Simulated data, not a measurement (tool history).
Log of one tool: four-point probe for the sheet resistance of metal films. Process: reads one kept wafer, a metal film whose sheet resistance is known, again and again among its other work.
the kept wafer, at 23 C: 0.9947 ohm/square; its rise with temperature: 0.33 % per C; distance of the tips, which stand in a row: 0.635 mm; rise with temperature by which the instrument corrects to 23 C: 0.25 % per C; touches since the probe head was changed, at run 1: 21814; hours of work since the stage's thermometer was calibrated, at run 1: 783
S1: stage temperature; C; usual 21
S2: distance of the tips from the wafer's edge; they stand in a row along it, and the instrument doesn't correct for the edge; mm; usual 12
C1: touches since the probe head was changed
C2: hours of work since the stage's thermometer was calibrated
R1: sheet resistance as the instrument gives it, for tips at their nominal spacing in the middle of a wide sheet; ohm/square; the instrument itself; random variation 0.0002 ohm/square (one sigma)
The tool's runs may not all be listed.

Run 1, hour 0.0: usual settings; C1 21814; C2 783. Result: R1 0.993424 ohm/square.
Run 2, hour 47.0: usual settings but S1 23 C; C1 23740; C2 809. Result: R1 0.995347 ohm/square.
Run 3, hour 83.5: usual settings but S2 8 mm; C1 25238; C2 828. Result: R1 0.995472 ohm/square.
Run 4, hour 105.0: usual settings but S2 8 mm; C1 26120; C2 840. Result: R1 0.995853 ohm/square.
Run 5, hour 129.3: usual settings but S2 8 mm; C1 27114; C2 853. Result: R1 0.995928 ohm/square.
Run 6, hour 166.6: usual settings but S1 25 C; C1 28644; C2 873. Result: R1 0.997297 ohm/square.
Run 7, hour 201.2: usual settings but S1 25 C; C1 30062; C2 892. Result: R1 0.997368 ohm/square.
Run 8, hour 230.4: usual settings but S1 25 C; C1 31261; C2 907. Result: R1 0.997397 ohm/square.
Run 9, hour 252.6: usual settings but S1 25 C; C1 32168; C2 919. Result: R1 0.997531 ohm/square.
Run 10, hour 291.5: usual settings but S1 25 C; C1 33764; C2 940. Result: R1 0.997841 ohm/square.
Run 11, hour 315.0: usual settings but S1 25 C; C1 34726; C2 953. Result: R1 0.997738 ohm/square.
Run 12, hour 358.2: usual settings but S1 25 C; C1 36500; C2 976. Result: R1 0.997720 ohm/square.
Run 13, hour 381.7: usual settings but S2 58 mm; C1 37464; C2 989. Result: R1 0.992892 ohm/square.
Run 14, hour 431.2: usual settings but S2 58 mm; C1 39491; C2 1016. Result: R1 0.993390 ohm/square.
Run 15, hour 477.9: usual settings but S2 58 mm; C1 41405; C2 1041. Result: R1 0.993060 ohm/square.
At hour 482.1: stage's thermometer calibrated.
Run 16, hour 502.8: usual settings but S1 35 C, S2 3 mm; C1 42408; C2 11. Result: R1 1.027908 ohm/square.
Run 17, hour 532.1: usual settings but S2 4 mm; C1 43606; C2 27. Result: R1 1.006592 ohm/square.
At hour 566.3: stage's thermometer calibrated, once more.
Run 18, hour 568.2: usual settings but S1 25 C, S2 4 mm; C1 45066; C2 1. Result: R1 1.010873 ohm/square.
Run 19, hour 610.7: usual settings but S1 33 C, S2 14 mm; C1 46808; C2 24. Result: R1 1.005002 ohm/square.
Run 20, hour 659.6: usual settings but S1 24 C; C1 48815; C2 50. Result: R1 0.998250 ohm/square.
Run 21, hour 704.7: usual settings but S1 22 C, S2 10 mm; C1 50665; C2 75. Result: R1 0.997403 ohm/square.

Measured less the same run without the tool's hidden state. The same run-to-run variation is in both; the gauge's scatter may not be:
The hidden state here: inner tips' distance over the nominal, %; tips' flats over new ones', %; wafer's true temperature over the reading, C; drift of the gauge itself on sheet_ohm, %.
run         R1
  1  -0.000940
  2  -0.000819
  3  -0.000735
  4  -0.000677
  5  -0.000628
  6  -0.000522
  7  -0.000444
  8  -0.000375
  9  -0.000326
 10  -0.000223
 11  -0.000172
 12  -0.000058
 13  -0.000006
 14  +0.000112
 15  +0.000213
 16  +0.000035
 17  +0.000069
 18  +0.001019
 19  +0.001110
 20  +0.001224
 21  +0.001330
